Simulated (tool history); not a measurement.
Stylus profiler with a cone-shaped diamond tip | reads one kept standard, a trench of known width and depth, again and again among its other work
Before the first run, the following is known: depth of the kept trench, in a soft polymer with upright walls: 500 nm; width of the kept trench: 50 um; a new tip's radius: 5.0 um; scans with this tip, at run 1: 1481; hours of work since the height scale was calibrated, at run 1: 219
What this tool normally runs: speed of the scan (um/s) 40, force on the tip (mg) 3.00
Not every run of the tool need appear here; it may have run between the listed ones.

run	hour	speed of the scan (um/s)	force on the tip (mg)	scans with this tip	hours of work since the height scale was calibrated	depth of the trench (Å)	width of the trench's floor (um)
1	0.0	40	3.00	1481	219	5025.2	45.01
2	13.1	40	3.00	1525	226	5027.9	44.92
3	25.3	40	3.00	1566	232	5028.6	44.98
4	31.7	40	1.02	1587	235	5011.8	44.86
5	47.0	40	3.00	1639	243	5026.1	44.95
6	59.6	40	3.00	1681	249	5026.3	44.91
7	73.1	10	3.00	1727	256	5027.0	45.00
8	83.5	10	3.00	1762	261	5024.9	45.01
9	96.3	40	7.08	1805	267	5055.9	44.93
10	107.8	40	7.08	1843	273	5054.4	44.92
11	114.2	40	7.08	1865	276	5053.3	44.94
12	127.5	40	1.00	1909	283	5011.5	44.79
13	141.9	40	1.00	1958	290	5010.5	44.78
14	148.6	55	3.00	1980	293	5025.8	44.77
15	155.0	40	3.00	2002	296	5027.5	44.79
16	165.1	40	3.00	2036	301	5025.6	44.86
17	178.0	40	3.00	2079	308	5027.3	44.85
18	191.6	40	1.32	2125	315	5011.0	44.70
19	206.9	40	3.00	2176	322	5025.6	44.75
20	220.9	40	3.00	2223	329	5024.6	44.78
21	229.1	19	1.42	2250	333	5013.4	44.80
22	241.0	11	2.47	2291	339	5021.8	44.88
23	247.3	12	4.78	2312	342	5042.1	44.90
24	259.0	75	1.12	2351	348	5011.4	44.48
25	271.6	19	1.29	2393	354	5011.5	44.82
26	282.9	95	7.71	2431	360	5055.6	44.71
27	295.4	40	5.05	2473	366	5041.8	44.71
28	310.1	62	1.44	2523	374	5011.2	44.60
29	318.4	14	1.64	2551	378	5013.1	44.69
30	332.5	14	1.64	2598	385	5015.9	44.70
31	340.2	24	6.16	2623	389	5045.7	44.81
32	352.7	19	1.64	2665	395	5011.9	44.75
33	361.4	82	1.64	2695	399	5009.9	44.41
34	373.0	13	7.39	2734	405	5053.4	44.74
35	379.4	22	1.27	2755	408	5009.0	44.66
36	395.0	57	3.00	2808	416	5026.8	44.57
37	409.1	57	3.00	2855	423	5026.2	44.60
38	423.8	31	3.69	2904	430	5028.4	44.60

Forecast each of these 3 alternatives for the next run:
A	437.9	13	3.04	2952	437	?	?
B	437.9	58	7.11	2952	437	?	?
C	437.9	25	1.23	2952	437	?	?

run	depth of the trench (Å)	width of the trench's floor (um)
A	5023.6	44.68
B	5052.9	44.64
C	5010.2	44.57
What these runs would have given with no unlogged condition in the tool:
run	depth of the trench (Å)	width of the trench's floor (um)
A	5033.3	45.61
B	5062.7	45.57
C	5019.9	45.50
